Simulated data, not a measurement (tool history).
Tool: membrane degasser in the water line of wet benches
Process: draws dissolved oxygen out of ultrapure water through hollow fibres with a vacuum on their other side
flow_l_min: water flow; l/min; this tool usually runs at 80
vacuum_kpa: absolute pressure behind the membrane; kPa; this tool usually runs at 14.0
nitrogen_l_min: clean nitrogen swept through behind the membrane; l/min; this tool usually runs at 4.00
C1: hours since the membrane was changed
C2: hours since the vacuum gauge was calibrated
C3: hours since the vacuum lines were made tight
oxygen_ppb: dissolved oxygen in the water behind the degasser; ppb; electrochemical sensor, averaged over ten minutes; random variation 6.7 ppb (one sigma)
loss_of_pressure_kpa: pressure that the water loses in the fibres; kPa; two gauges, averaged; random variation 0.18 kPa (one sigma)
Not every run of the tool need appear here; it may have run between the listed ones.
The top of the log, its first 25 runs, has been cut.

Run 26, hour 1881.9: usual settings but flow_l_min 91 l/min, vacuum_kpa 9.8 kPa; C1 4591; C2 7136; C3 10335. Result: oxygen_ppb 608.4 ppb, loss_of_pressure_kpa 36.44 kPa.
Run 27, hour 1984.6: usual settings but flow_l_min 91 l/min, vacuum_kpa 9.8 kPa; C1 4694; C2 7239; C3 10438. Result: oxygen_ppb 629.9 ppb, loss_of_pressure_kpa 36.60 kPa.
Run 28, hour 2050.8: usual settings but flow_l_min 91 l/min, vacuum_kpa 9.8 kPa; C1 4760; C2 7305; C3 10504. Result: oxygen_ppb 618.5 ppb, loss_of_pressure_kpa 36.93 kPa.
Run 29, hour 2115.1: usual settings but flow_l_min 58 l/min; C1 4824; C2 7369; C3 10568. Result: oxygen_ppb 427.3 ppb, loss_of_pressure_kpa 23.52 kPa.
Run 30, hour 2220.1: usual settings but flow_l_min 84 l/min, vacuum_kpa 26.2 kPa, nitrogen_l_min 6.91 l/min; C1 4929; C2 7474; C3 10673. Result: oxygen_ppb 832.9 ppb, loss_of_pressure_kpa 33.91 kPa.
Run 31, hour 2307.3: usual settings but flow_l_min 84 l/min, vacuum_kpa 26.2 kPa, nitrogen_l_min 6.91 l/min; C1 5016; C2 7561; C3 10761. Result: oxygen_ppb 846.3 ppb, loss_of_pressure_kpa 34.04 kPa.
Run 32, hour 2388.0: usual settings but flow_l_min 101 l/min, vacuum_kpa 32.9 kPa, nitrogen_l_min 3.81 l/min; C1 5097; C2 7642; C3 10841. Result: oxygen_ppb 1712.7 ppb, loss_of_pressure_kpa 41.11 kPa.
Run 33, hour 2447.8: usual settings but flow_l_min 51 l/min, vacuum_kpa 11.4 kPa, nitrogen_l_min 1.94 l/min; C1 5157; C2 7702; C3 10901. Result: oxygen_ppb 489.3 ppb, loss_of_pressure_kpa 20.63 kPa.

Below are 3 alternative next runs, each starting from the tool's condition after run 33. Predict each:
Run A, hour 2564.1: usual settings but flow_l_min 117 l/min, vacuum_kpa 10.8 kPa, nitrogen_l_min 2.47 l/min; C1 5273; C2 7818; C3 11017. Result: oxygen_ppb ?, loss_of_pressure_kpa ?.
Run B, hour 2564.1: usual settings but vacuum_kpa 15.6 kPa; C1 5273; C2 7818; C3 11017. Result: oxygen_ppb ?, loss_of_pressure_kpa ?.
Run C, hour 2564.1: usual settings but flow_l_min 126 l/min, vacuum_kpa 32.8 kPa, nitrogen_l_min 10.81 l/min; C1 5273; C2 7818; C3 11017. Result: oxygen_ppb ?, loss_of_pressure_kpa ?.

run  oxygen_ppb  loss_of_pressure_kpa
  A      1155.1                 47.65
  B       724.8                 32.92
  C      1305.9                 51.63
Without the tool's hidden state the same runs would have given:
run  oxygen_ppb  loss_of_pressure_kpa
  A      1153.5                 46.16
  B       723.9                 31.90
  C      1304.7                 50.02

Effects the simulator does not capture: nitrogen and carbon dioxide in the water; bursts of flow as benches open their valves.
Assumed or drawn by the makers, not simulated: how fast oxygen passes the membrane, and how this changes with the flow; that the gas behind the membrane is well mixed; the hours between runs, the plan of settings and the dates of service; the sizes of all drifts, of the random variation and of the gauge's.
